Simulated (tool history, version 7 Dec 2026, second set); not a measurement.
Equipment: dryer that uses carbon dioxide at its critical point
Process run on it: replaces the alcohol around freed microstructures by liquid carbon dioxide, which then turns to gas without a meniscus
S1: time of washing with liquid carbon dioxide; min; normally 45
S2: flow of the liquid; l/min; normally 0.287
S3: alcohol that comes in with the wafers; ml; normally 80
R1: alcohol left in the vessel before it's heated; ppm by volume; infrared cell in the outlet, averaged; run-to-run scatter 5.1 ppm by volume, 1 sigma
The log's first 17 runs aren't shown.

Run 18, day 18.404: usual settings. Result: R1 316 ppm by volume.
Run 19, day 19.021: usual settings but S3 41 ml. Result: R1 267 ppm by volume.
Run 20, day 20.375: usual settings but S3 41 ml. Result: R1 273 ppm by volume.
Run 21, day 21.338: usual settings but S3 41 ml. Result: R1 288 ppm by volume.
Run 22, day 22.158: usual settings but S1 56 min, S3 22 ml. Result: R1 257 ppm by volume.
Run 23, day 23.096: usual settings but S1 56 min, S3 22 ml. Result: R1 256 ppm by volume.
Run 24, day 24.075: usual settings but S1 56 min, S3 22 ml. Result: R1 258 ppm by volume.
Run 25, day 24.838: usual settings but S1 56 min, S2 0.415 l/min, S3 25 ml. Result: R1 258 ppm by volume.
At day 25.367: purifier's bed changed.
Run 26, day 25.592: usual settings but S1 35 min, S2 0.337 l/min, S3 65 ml. Result: R1 206 ppm by volume.
Run 27, day 26.5: usual settings but S1 35 min, S2 0.337 l/min, S3 65 ml. Result: R1 222 ppm by volume.
Run 28, day 27.242: usual settings but S1 61 min, S2 0.334 l/min, S3 92 ml. Result: R1 25 ppm by volume.
At day 28: inlet filter changed.
Run 29, day 28.483: usual settings but S2 0.251 l/min, S3 104 ml. Result: R1 220 ppm by volume.
Run 30, day 29.462: usual settings but S1 63 min, S2 0.179 l/min, S3 90 ml. Result: R1 198 ppm by volume.
Run 31, day 30.371: usual settings but S1 63 min, S2 0.179 l/min, S3 90 ml. Result: R1 208 ppm by volume.
Run 32, day 31.754: usual settings but S1 66 min, S2 0.196 l/min, S3 34 ml. Result: R1 76 ppm by volume.
Run 33, day 32.721: usual settings but S1 66 min, S2 0.202 l/min, S3 34 ml. Result: R1 71 ppm by volume.
Run 34, day 34.046: usual settings but S1 31 min, S2 0.352 l/min. Result: R1 296 ppm by volume.

Below are 5 alternative next runs, each starting from the tool's condition after run 34. Predict each:
Run A, day 34.938: usual settings but S1 51 min. Result: R1 ?.
Run B, day 34.938: usual settings but S1 42 min, S2 0.396 l/min, S3 50 ml. Result: R1 ?.
Run C, day 34.938: usual settings but S1 61 min, S2 0.272 l/min, S3 66 ml. Result: R1 ?.
Run D, day 34.938: usual settings but S1 28 min, S2 0.193 l/min, S3 36 ml. Result: R1 ?.
Run E, day 34.938: usual settings but S3 115 ml. Result: R1 ?.

run    R1
  A    97
  B    76
  C    76
  D  1416
  E   198
Without the tool's unlogged condition, the same runs would have read:
run    R1
  A    22
  B     8
  C     8
  D  1192
  E   100
